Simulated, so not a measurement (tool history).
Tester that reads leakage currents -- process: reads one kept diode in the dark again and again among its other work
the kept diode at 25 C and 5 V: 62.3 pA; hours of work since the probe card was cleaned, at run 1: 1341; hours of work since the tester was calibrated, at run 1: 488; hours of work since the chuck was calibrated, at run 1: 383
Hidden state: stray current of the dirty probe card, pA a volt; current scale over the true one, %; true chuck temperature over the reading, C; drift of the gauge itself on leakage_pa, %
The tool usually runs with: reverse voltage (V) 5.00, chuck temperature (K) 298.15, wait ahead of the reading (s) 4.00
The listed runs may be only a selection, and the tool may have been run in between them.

run	hour	reverse voltage (V)	chuck temperature (K)	wait ahead of the reading (s)	hours of work since the probe card was cleaned	hours of work since the tester was calibrated	hours of work since the chuck was calibrated	current that the tester gives (pA)
1	0.0	5.00	298.15	4.00	1341	488	383	56.72
2	162.8	5.00	295.15	4.00	1410	557	452	42.51
3	261.5	5.00	295.15	4.00	1452	599	494	42.05
4	440.7	5.00	298.15	0.36	1528	675	570	57.04
# hour 544.9: chuck's temperature calibrated
5	569.3	5.00	298.15	4.00	1581	728	10	64.28
6	647.6	1.09	298.15	4.00	1615	762	44	35.59
7	764.7	2.08	298.15	4.00	1664	811	93	45.02
8	901.8	2.08	298.15	4.00	1722	869	151	43.87
9	1006.6	2.08	298.15	4.00	1767	914	196	43.45
10	1195.7	2.08	298.15	4.00	1847	994	276	42.20
11	1275.7	2.08	298.15	4.00	1881	1028	310	41.72
12	1403.1	1.76	298.15	4.00	1935	1082	364	38.60
13	1490.4	1.76	298.15	4.00	1972	1119	401	38.24
14	1679.8	1.76	298.15	4.00	2052	1199	481	37.37
15	1856.1	1.76	323.15	4.00	2127	1273	555	291.63
16	1979.1	1.76	323.15	4.00	2179	1326	608	285.23
# hour 2005.9: chuck's temperature calibrated
17	2140.1	5.00	323.15	4.00	2246	1393	57	492.58
18	2242.6	1.26	323.15	4.00	2289	1436	100	291.28
19	2380.1	5.00	298.15	4.00	2348	1495	159	61.69
20	2473.7	5.00	298.15	4.00	2387	1534	198	61.19
21	2640.1	13.98	298.15	4.00	2458	1605	269	90.50
22	2729.1	2.36	298.15	4.00	2495	1642	306	44.07
23	2821.4	3.23	298.15	0.53	2535	1681	345	50.87
24	2950.4	6.98	318.15	0.53	2589	1736	400	347.35
25	3102.0	4.99	298.15	4.00	2653	1800	464	56.26
26	3230.1	4.99	320.15	3.90	2708	1855	519	341.72
27	3377.0	8.92	320.15	9.29	2770	1917	581	414.18
# hour 3461.9: chuck's temperature calibrated
28	3566.4	8.92	320.15	9.29	2849	1996	44	483.45
29	3716.5	1.53	295.15	4.00	2913	2060	108	30.15
30	3803.9	2.29	315.15	1.49	2950	2097	145	191.98
31	3986.8	1.15	315.15	2.23	3027	2174	222	145.00
32	4150.3	1.15	315.15	2.23	3097	2244	292	141.26
33	4267.0	1.15	315.15	2.23	3146	2293	341	138.29
34	4402.6	8.15	320.15	2.23	3204	2350	399	421.69
35	4503.8	8.15	320.15	2.23	3246	2393	441	415.57
36	4655.2	6.09	309.15	4.00	3311	2457	506	151.33
37	4759.6	11.66	303.15	2.21	3355	2502	550	118.71
38	4838.4	8.07	317.15	1.71	3388	2535	583	317.03

Run by run, hidden condition taken away, random variation retained:
run	current that the tester gives (pA)
1	62.63
2	47.76
3	47.84
4	66.16
5	62.74
6	35.52
7	45.43
8	45.16
9	45.37
10	45.18
11	45.18
12	42.54
13	42.63
14	42.83
15	338.68
16	335.96
17	495.84
18	297.56
19	62.54
20	62.83
21	91.96
22	47.33
23	54.88
24	384.17
25	62.68
26	392.70
27	484.05
28	486.89
29	30.68
30	200.21
31	155.19
32	154.18
33	153.19
34	470.42
35	469.08
36	173.99
37	134.35
38	372.59

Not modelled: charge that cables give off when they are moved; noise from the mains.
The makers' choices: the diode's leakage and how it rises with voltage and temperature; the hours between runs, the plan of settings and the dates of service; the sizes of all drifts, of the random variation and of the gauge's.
